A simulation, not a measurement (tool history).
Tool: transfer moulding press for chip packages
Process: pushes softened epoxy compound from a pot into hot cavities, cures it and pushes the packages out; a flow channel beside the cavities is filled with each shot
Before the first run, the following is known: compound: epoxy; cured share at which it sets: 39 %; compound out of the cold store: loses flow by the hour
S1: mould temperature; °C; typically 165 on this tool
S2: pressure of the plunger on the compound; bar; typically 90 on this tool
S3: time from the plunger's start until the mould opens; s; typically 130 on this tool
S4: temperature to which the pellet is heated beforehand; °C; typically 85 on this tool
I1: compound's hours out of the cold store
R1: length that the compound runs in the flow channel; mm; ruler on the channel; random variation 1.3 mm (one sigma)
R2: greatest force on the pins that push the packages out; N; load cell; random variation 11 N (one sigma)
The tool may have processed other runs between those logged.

run   hour   S1  S2   S3  S4    I1   R1   R2
  1      0  165  90  130  85  14.8  816  544
  2   11.6  165  90  130  85  23.1  791  523
  3     25  165  90  130  85  32.7  766  524
  4   38.7  165  90  130  85  16.5  811  557
      43.2  -- cavities cleaned with cleaning compound and waxed
  5   55.3  165  90  130  85  18.1  808  536
  6   69.2  165  90  130  85  20.7  797  551
  7   79.2  165  90  130  85  43.5  737  517
  8   89.2  165  90  153  85  42.9  741  442
  9  101.5  165  90  153  85  26.1  782  450
 10  113.1  165  90  130  85  11.7  824  546
 11  123.7  165  90  130  85  19.5  803  527
     138.2  -- cavities cleaned with cleaning compound and waxed
 12  141.1  165  90  130  85  46.3  730  502
 13  156.5  165  90  130  85  46.1  730  503
 14  170.7  165  90  130  85  14.7  817  550
 15  185.8  165  90  130  76  15.2  815  548
 16  193.4  165  90  130  76  29.1  776  530
 17  206.3  165  90  130  76  24.4  787  535

Run 18 is up next; what results do you expect?
 18  215.8  165  90  122  85  16.2   ?   ?

{"run 18": {"R1": 810, "R2": 595}}
Were there no unlogged condition in the tool, this run, its random variation unchanged, would have produced R1 811 mm, R2 587 N.
